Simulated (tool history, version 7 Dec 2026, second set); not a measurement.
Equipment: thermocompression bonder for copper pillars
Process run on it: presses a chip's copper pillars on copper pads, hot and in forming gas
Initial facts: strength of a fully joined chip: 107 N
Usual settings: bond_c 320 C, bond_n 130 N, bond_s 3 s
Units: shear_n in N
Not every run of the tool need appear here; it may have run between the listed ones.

run	day	bond_c	bond_n	bond_s	shear_n
1	0	320	130	3	60.5
2	0.642	320	130	3	61
3	1.762	320	130	4	65.6
4	2.442	320	130	4	66.1
5	3.629	320	130	3	60.1
6	4.125	320	130	6	74.5
7	5.038	320	130	6	74.8
8	5.825	320	130	6	74.3
9	6.875	320	130	6	74.2
10	8.05	320	130	3	61.3
11	8.683	320	130	3	62
12	9.658	320	130	3	60.8
13	10.438	320	130	3	61.1
14	11.025	334	130	3	66.9
# day 11.467: forming gas filter changed
# day 11.712: heater calibrated with a thermocouple chip
15	12.171	334	130	3	68.1
16	12.9	320	84	3	47.4
17	13.933	320	84	3	47.5
18	14.571	320	84	3	47.8
19	15.246	320	84	3	47.1
20	16.388	320	84	3	47.8
# day 16.775: gauge calibrated
21	17.408	320	84	3	46.1
22	18.008	320	121	3	57.8
23	19.004	320	121	9	80.2
24	19.821	320	106	2	46.5
25	20.975	320	136	3	62.9
26	21.517	317	130	4	65.3
27	22.196	321	186	2	65.7
28	22.812	350	173	4	88.8
29	23.7	309	92	3	44.7
30	24.675	309	92	3	45.7
31	25.538	309	92	3	45.8
32	26.054	309	92	3	45.4
33	27.196	309	92	3	45.7
34	28.279	298	113	3	47.6
35	29.179	298	160	8	78
36	30.196	326	166	2	64.9
37	31.083	335	157	2	67.1
38	32.121	302	157	2	52.3
# day 32.617: gauge calibrated
39	33.1	302	157	2	51

Below, each run's measurement less what the same run would have read without the hidden state. Both values contain the same run-to-run variation, but the gauge's scatter may not be the same in both:
What the log doesn't record here: true temperature of the bond over the reading, C; force that reaches the chip, % of what is set; oxide that the forming gas leaves, % of the face; drift of the gauge itself on shear_n, %.
run	shear_n
1	-0.2
2	-0.1
3	-0.1
4	+0
5	+0.1
6	+0.3
7	+0.4
8	+0.5
9	+0.6
10	+0.6
11	+0.7
12	+0.7
13	+0.8
14	+1
15	+1.2
16	+0.9
17	+1.1
18	+1.1
19	+1.1
20	+1.2
21	-0.1
22	+0.1
23	+0.2
24	+0.2
25	+0.3
26	+0.4
27	+0.5
28	+0.7
29	+0.3
30	+0.4
31	+0.5
32	+0.6
33	+0.7
34	+0.8
35	+1.4
36	+1.2
37	+1.4
38	+1.1
39	-0.2

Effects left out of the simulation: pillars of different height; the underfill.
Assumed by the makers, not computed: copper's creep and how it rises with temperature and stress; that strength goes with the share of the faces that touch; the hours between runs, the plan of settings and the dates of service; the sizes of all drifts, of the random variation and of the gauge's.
